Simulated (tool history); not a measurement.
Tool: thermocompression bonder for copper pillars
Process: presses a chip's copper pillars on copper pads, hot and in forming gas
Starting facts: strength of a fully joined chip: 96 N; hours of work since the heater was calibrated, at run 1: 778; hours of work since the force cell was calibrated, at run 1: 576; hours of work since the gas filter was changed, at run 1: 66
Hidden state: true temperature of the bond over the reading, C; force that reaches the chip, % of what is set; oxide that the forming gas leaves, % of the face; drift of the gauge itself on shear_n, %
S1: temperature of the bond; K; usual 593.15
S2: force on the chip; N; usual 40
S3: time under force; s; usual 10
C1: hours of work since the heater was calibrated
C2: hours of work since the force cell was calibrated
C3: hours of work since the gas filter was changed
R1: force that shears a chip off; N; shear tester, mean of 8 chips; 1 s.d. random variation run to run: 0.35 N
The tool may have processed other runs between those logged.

{"run": 1, "hour": 0.0, "S1": 593.15, "S2": 40, "S3": 10, "C1": 778, "C2": 576, "C3": 66, "R1": 29.3}
{"run": 2, "hour": 40.3, "S1": 593.15, "S2": 40, "S3": 10, "C1": 795, "C2": 594, "C3": 84, "R1": 28.6}
{"run": 3, "hour": 91.1, "S1": 593.15, "S2": 40, "S3": 10, "C1": 817, "C2": 615, "C3": 105, "R1": 28.6}
{"run": 4, "hour": 129.0, "S1": 593.15, "S2": 40, "S3": 10, "C1": 833, "C2": 631, "C3": 121, "R1": 27.4}
{"hour": 137.7, "done": "forming gas filter changed"}
{"run": 5, "hour": 158.6, "S1": 593.15, "S2": 40, "S3": 10, "C1": 845, "C2": 644, "C3": 9, "R1": 29.7}
{"run": 6, "hour": 189.1, "S1": 593.15, "S2": 40, "S3": 10, "C1": 858, "C2": 657, "C3": 22, "R1": 29.9}
{"run": 7, "hour": 215.4, "S1": 593.15, "S2": 40, "S3": 10, "C1": 870, "C2": 668, "C3": 33, "R1": 29.8}
{"run": 8, "hour": 245.5, "S1": 593.15, "S2": 40, "S3": 10, "C1": 883, "C2": 681, "C3": 46, "R1": 29.3}
{"run": 9, "hour": 292.7, "S1": 593.15, "S2": 40, "S3": 10, "C1": 903, "C2": 701, "C3": 66, "R1": 29.1}
{"run": 10, "hour": 333.1, "S1": 593.15, "S2": 40, "S3": 10, "C1": 920, "C2": 718, "C3": 83, "R1": 28.8}
{"run": 11, "hour": 359.0, "S1": 593.15, "S2": 40, "S3": 10, "C1": 931, "C2": 729, "C3": 94, "R1": 28.3}
{"run": 12, "hour": 383.0, "S1": 593.15, "S2": 40, "S3": 10, "C1": 941, "C2": 739, "C3": 105, "R1": 28.2}
{"run": 13, "hour": 403.5, "S1": 593.15, "S2": 40, "S3": 10, "C1": 950, "C2": 748, "C3": 113, "R1": 27.8}
{"hour": 428.8, "done": "forming gas filter changed"}
{"run": 14, "hour": 439.7, "S1": 593.15, "S2": 33, "S3": 10, "C1": 965, "C2": 763, "C3": 5, "R1": 24.4}
{"run": 15, "hour": 469.3, "S1": 593.15, "S2": 33, "S3": 10, "C1": 978, "C2": 776, "C3": 17, "R1": 24.5}
{"run": 16, "hour": 495.4, "S1": 593.15, "S2": 33, "S3": 10, "C1": 989, "C2": 787, "C3": 28, "R1": 24.6}
{"run": 17, "hour": 532.0, "S1": 572.15, "S2": 40, "S3": 10, "C1": 1004, "C2": 803, "C3": 44, "R1": 22.7}
{"run": 18, "hour": 574.1, "S1": 593.15, "S2": 40, "S3": 10, "C1": 1022, "C2": 821, "C3": 62, "R1": 28.8}
{"run": 19, "hour": 617.1, "S1": 593.15, "S2": 40, "S3": 10, "C1": 1041, "C2": 839, "C3": 80, "R1": 28.2}
{"run": 20, "hour": 665.2, "S1": 593.15, "S2": 40, "S3": 10, "C1": 1061, "C2": 860, "C3": 101, "R1": 27.6}
{"run": 21, "hour": 711.2, "S1": 593.15, "S2": 37, "S3": 6, "C1": 1081, "C2": 879, "C3": 120, "R1": 20.4}
{"hour": 720.2, "done": "forming gas filter changed"}
{"run": 22, "hour": 751.9, "S1": 570.15, "S2": 40, "S3": 8, "C1": 1098, "C2": 896, "C3": 13, "R1": 20.6}
{"run": 23, "hour": 783.9, "S1": 570.15, "S2": 40, "S3": 8, "C1": 1112, "C2": 910, "C3": 27, "R1": 20.0}
{"hour": 789.0, "done": "heater calibrated with a thermocouple chip"}
{"run": 24, "hour": 835.9, "S1": 570.15, "S2": 40, "S3": 8, "C1": 20, "C2": 931, "C3": 48, "R1": 20.3}
{"run": 25, "hour": 874.5, "S1": 570.15, "S2": 40, "S3": 8, "C1": 36, "C2": 948, "C3": 65, "R1": 19.4}
{"run": 26, "hour": 923.7, "S1": 597.15, "S2": 51, "S3": 10, "C1": 57, "C2": 969, "C3": 86, "R1": 35.1}
{"run": 27, "hour": 968.3, "S1": 587.15, "S2": 31, "S3": 28, "C1": 76, "C2": 988, "C3": 105, "R1": 30.3}
{"hour": 1014.1, "done": "heater calibrated with a thermocouple chip, once more"}
{"run": 28, "hour": 1014.1, "S1": 581.15, "S2": 39, "S3": 6, "C1": 0, "C2": 1006, "C3": 124, "R1": 21.2}
{"hour": 1019.2, "done": "forming gas filter changed"}
{"run": 29, "hour": 1065.2, "S1": 581.15, "S2": 39, "S3": 6, "C1": 22, "C2": 1028, "C3": 20, "R1": 22.9}
{"run": 30, "hour": 1106.5, "S1": 594.15, "S2": 55, "S3": 16, "C1": 39, "C2": 1046, "C3": 37, "R1": 50.2}
{"run": 31, "hour": 1142.4, "S1": 593.15, "S2": 56, "S3": 10, "C1": 54, "C2": 1061, "C3": 53, "R1": 43.0}
{"run": 32, "hour": 1186.1, "S1": 601.15, "S2": 56, "S3": 7, "C1": 73, "C2": 1080, "C3": 71, "R1": 40.0}
{"run": 33, "hour": 1211.3, "S1": 597.15, "S2": 40, "S3": 10, "C1": 84, "C2": 1090, "C3": 82, "R1": 32.4}
{"run": 34, "hour": 1240.1, "S1": 596.15, "S2": 36, "S3": 6, "C1": 96, "C2": 1103, "C3": 94, "R1": 23.9}
{"run": 35, "hour": 1269.8, "S1": 593.15, "S2": 39, "S3": 9, "C1": 109, "C2": 1115, "C3": 107, "R1": 28.5}
{"run": 36, "hour": 1300.9, "S1": 598.15, "S2": 29, "S3": 10, "C1": 122, "C2": 1128, "C3": 120, "R1": 24.0}
{"hour": 1312.2, "done": "forming gas filter changed"}
{"run": 37, "hour": 1350.7, "S1": 593.15, "S2": 43, "S3": 23, "C1": 143, "C2": 1150, "C3": 16, "R1": 46.6}
{"run": 38, "hour": 1386.1, "S1": 570.15, "S2": 40, "S3": 11, "C1": 158, "C2": 1165, "C3": 32, "R1": 25.9}
{"run": 39, "hour": 1434.1, "S1": 570.15, "S2": 40, "S3": 11, "C1": 179, "C2": 1185, "C3": 52, "R1": 25.6}

Describe how what the log doesn't record of the tool's condition differs between the last listed run preceding each entry between runs and the first listed run following it.
Runs 4 to 5: forming gas filter changed (hour 137.7)
  true temperature of the bond over the reading, C: -8.2 -> -8.3; force that reaches the chip, % of what is set: 97.2 -> 97.1; oxide that the forming gas leaves, % of the face: 8.11 -> 1.04
  what was measured, less what the result would be without the hidden state, R1: -5.9 -> -3.8 N
Runs 13 to 14: forming gas filter changed (hour 428.8)
  true temperature of the bond over the reading, C: -9.3 -> -9.4; oxide that the forming gas leaves, % of the face: 7.07 -> 0.75
  what was measured, less what the result would be without the hidden state, R1: -6.0 -> -3.6 N
Runs 21 to 22: forming gas filter changed (hour 720.2)
  true temperature of the bond over the reading, C: -10.5 -> -10.6; oxide that the forming gas leaves, % of the face: 7.31 -> 1.28
  what was measured, less what the result would be without the hidden state, R1: -5.1 -> -3.9 N
Runs 23 to 24: heater calibrated with a thermocouple chip (hour 789.0)
  true temperature of the bond over the reading, C: -10.8 -> -12.1; oxide that the forming gas leaves, % of the face: 2.07 -> 3.31
  what was measured, less what the result would be without the hidden state, R1: -4.0 -> -4.7 N
Runs 27 to 28: heater calibrated with a thermocouple chip, once more (hour 1014.1)
  true temperature of the bond over the reading, C: -12.7 -> 0.7; force that reaches the chip, % of what is set: 96.1 -> 96; oxide that the forming gas leaves, % of the face: 6.6 -> 7.72
  what was measured, less what the result would be without the hidden state, R1: -8.0 -> -2.4 N
Runs 28 to 29: forming gas filter changed (hour 1019.2)
  true temperature of the bond over the reading, C: 0.7 -> 0.5; oxide that the forming gas leaves, % of the face: 7.72 -> 1.7
  what was measured, less what the result would be without the hidden state, R1: -2.4 -> -1.0 N
Runs 36 to 37: forming gas filter changed (hour 1312.2)
  true temperature of the bond over the reading, C: -0.4 -> -0.6; force that reaches the chip, % of what is set: 95.7 -> 95.6; oxide that the forming gas leaves, % of the face: 7.63 -> 1.47
  what was measured, less what the result would be without the hidden state, R1: -3.1 -> -2.4 N
